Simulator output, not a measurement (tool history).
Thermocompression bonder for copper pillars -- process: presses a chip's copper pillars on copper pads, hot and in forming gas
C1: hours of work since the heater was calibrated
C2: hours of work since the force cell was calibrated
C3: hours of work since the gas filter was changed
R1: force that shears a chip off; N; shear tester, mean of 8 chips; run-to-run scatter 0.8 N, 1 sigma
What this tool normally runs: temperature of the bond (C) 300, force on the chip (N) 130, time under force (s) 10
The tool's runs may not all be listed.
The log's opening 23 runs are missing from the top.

run 24 day=7.975 | temperature_of_the_bond_(C)=317 force_on_the_chip_(N)=101 time_under_force_(s)=19 | C1=264 C2=157 C3=34 | R1=84.3
run 25 day=8.425 | temperature_of_the_bond_(C)=317 force_on_the_chip_(N)=101 time_under_force_(s)=19 | C1=271 C2=165 C3=42 | R1=82.9
run 26 day=8.850 | temperature_of_the_bond_(C)=323 force_on_the_chip_(N)=101 time_under_force_(s)=15 | C1=278 C2=171 C3=49 | R1=83.9
run 27 day=9.267 | temperature_of_the_bond_(C)=300 force_on_the_chip_(N)=181 time_under_force_(s)=10 | C1=285 C2=178 C3=56 | R1=72.7
run 28 day=9.571 | temperature_of_the_bond_(C)=300 force_on_the_chip_(N)=181 time_under_force_(s)=10 | C1=290 C2=183 C3=60 | R1=72.0
run 29 day=9.821 | temperature_of_the_bond_(C)=300 force_on_the_chip_(N)=147 time_under_force_(s)=9 | C1=294 C2=187 C3=65 | R1=63.4
run 30 day=10.229 | temperature_of_the_bond_(C)=300 force_on_the_chip_(N)=147 time_under_force_(s)=9 | C1=301 C2=194 C3=71 | R1=62.3
run 31 day=10.617 | temperature_of_the_bond_(C)=295 force_on_the_chip_(N)=130 time_under_force_(s)=25 | C1=307 C2=200 C3=78 | R1=78.8
run 32 day=11.062 | temperature_of_the_bond_(C)=322 force_on_the_chip_(N)=159 time_under_force_(s)=7 | C1=314 C2=208 C3=85 | R1=77.8
run 33 day=11.508 | temperature_of_the_bond_(C)=305 force_on_the_chip_(N)=130 time_under_force_(s)=15 | C1=322 C2=215 C3=92 | R1=75.9
run 34 day=11.929 | temperature_of_the_bond_(C)=305 force_on_the_chip_(N)=130 time_under_force_(s)=15 | C1=328 C2=222 C3=99 | R1=74.3
run 35 day=12.142 | temperature_of_the_bond_(C)=273 force_on_the_chip_(N)=183 time_under_force_(s)=18 | C1=332 C2=225 C3=102 | R1=62.5
run 36 day=12.417 | temperature_of_the_bond_(C)=321 force_on_the_chip_(N)=99 time_under_force_(s)=12 | C1=336 C2=230 C3=107 | R1=75.8
run 37 day=12.746 | temperature_of_the_bond_(C)=300 force_on_the_chip_(N)=87 time_under_force_(s)=16 | C1=342 C2=235 C3=112 | R1=59.2
run 38 day=13.179 | temperature_of_the_bond_(C)=288 force_on_the_chip_(N)=129 time_under_force_(s)=7 | C1=349 C2=242 C3=119 | R1=45.2
run 39 day=13.583 | temperature_of_the_bond_(C)=288 force_on_the_chip_(N)=107 time_under_force_(s)=7 | C1=356 C2=249 C3=126 | R1=39.3
run 40 day=13.925 | temperature_of_the_bond_(C)=288 force_on_the_chip_(N)=107 time_under_force_(s)=7 | C1=361 C2=254 C3=132 | R1=40.2

Each row is a separate what-if for the run after 40, all from the same tool condition, not one after another. Results?
run A day=14.138 | temperature_of_the_bond_(C)=300 force_on_the_chip_(N)=88 time_under_force_(s)=10 | C1=365 C2=258 C3=135 | R1=?
run B day=14.138 | temperature_of_the_bond_(C)=300 force_on_the_chip_(N)=107 time_under_force_(s)=6 | C1=365 C2=258 C3=135 | R1=?
run C day=14.138 | temperature_of_the_bond_(C)=288 force_on_the_chip_(N)=135 time_under_force_(s)=24 | C1=365 C2=258 C3=135 | R1=?
run D day=14.138 | temperature_of_the_bond_(C)=300 force_on_the_chip_(N)=130 time_under_force_(s)=12 | C1=365 C2=258 C3=135 | R1=?

run=A R1=51.9
run=B R1=46.3
run=C R1=73.5
run=D R1=65.3
Had the tool no hidden state, the same runs would have come out as:
run=A R1=52.2
run=B R1=46.5
run=C R1=73.8
run=D R1=65.6
